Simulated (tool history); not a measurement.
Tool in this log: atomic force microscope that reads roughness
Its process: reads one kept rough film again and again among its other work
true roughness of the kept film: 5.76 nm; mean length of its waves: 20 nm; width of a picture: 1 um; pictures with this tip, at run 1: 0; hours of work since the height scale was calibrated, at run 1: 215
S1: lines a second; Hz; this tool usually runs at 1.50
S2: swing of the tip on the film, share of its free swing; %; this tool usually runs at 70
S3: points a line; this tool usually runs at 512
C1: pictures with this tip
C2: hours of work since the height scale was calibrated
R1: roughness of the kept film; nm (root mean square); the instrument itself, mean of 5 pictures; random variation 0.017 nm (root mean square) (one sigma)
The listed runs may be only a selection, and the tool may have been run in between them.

run 1 day=0.000 | S1=1.50 S2=70 S3=512 | C1=0 C2=215 | R1=4.122
run 2 day=0.912 | S1=1.50 S2=70 S3=512 | C1=23 C2=225 | R1=3.850
run 3 day=1.442 | S1=1.50 S2=70 S3=512 | C1=37 C2=231 | R1=3.724
run 4 day=2.508 | S1=1.50 S2=85 S3=512 | C1=64 C2=243 | R1=3.247
run 5 day=3.138 | S1=1.50 S2=85 S3=512 | C1=80 C2=250 | R1=3.128
run 6 day=3.892 | S1=1.50 S2=70 S3=512 | C1=99 C2=258 | R1=3.138
run 7 day=4.417 | S1=1.50 S2=70 S3=512 | C1=112 C2=264 | R1=3.050
run 8 day=5.158 | S1=1.50 S2=70 S3=512 | C1=131 C2=272 | R1=2.932
run 9 day=6.296 | S1=1.50 S2=70 S3=512 | C1=160 C2=285 | R1=2.766
run 10 day=7.004 | S1=1.50 S2=70 S3=512 | C1=178 C2=293 | R1=2.650
-- day=7.858 new tip fitted
run 11 day=7.946 | S1=1.50 S2=70 S3=512 | C1=2 C2=303 | R1=4.132
run 12 day=8.525 | S1=3.17 S2=70 S3=512 | C1=17 C2=310 | R1=3.745
run 13 day=9.304 | S1=2.16 S2=70 S3=741 | C1=37 C2=318 | R1=3.634
run 14 day=10.025 | S1=0.56 S2=76 S3=741 | C1=55 C2=326 | R1=3.609
run 15 day=10.617 | S1=3.10 S2=80 S3=472 | C1=70 C2=333 | R1=3.017
run 16 day=11.504 | S1=3.32 S2=80 S3=316 | C1=92 C2=343 | R1=2.798
run 17 day=12.046 | S1=3.32 S2=80 S3=316 | C1=106 C2=349 | R1=2.729
run 18 day=12.558 | S1=3.32 S2=80 S3=316 | C1=119 C2=355 | R1=2.602
run 19 day=13.300 | S1=3.32 S2=60 S3=316 | C1=138 C2=363 | R1=2.819
run 20 day=14.204 | S1=1.90 S2=76 S3=285 | C1=161 C2=373 | R1=2.590
run 21 day=14.788 | S1=3.76 S2=73 S3=583 | C1=176 C2=380 | R1=2.440

3 options for the next run, each taken on its own from the tool as it stands now. Forecast them:
run A day=15.392 | S1=0.78 S2=62 S3=262 | C1=191 C2=386 | R1=?
run B day=15.392 | S1=0.59 S2=82 S3=303 | C1=191 C2=386 | R1=?
run C day=15.392 | S1=1.68 S2=70 S3=611 | C1=191 C2=386 | R1=?

run=A R1=2.602
run=B R1=2.581
run=C R1=2.561
Had the tool no hidden state, the same runs would have come out as:
run=A R1=4.267
run=B R1=4.226
run=C R1=4.196
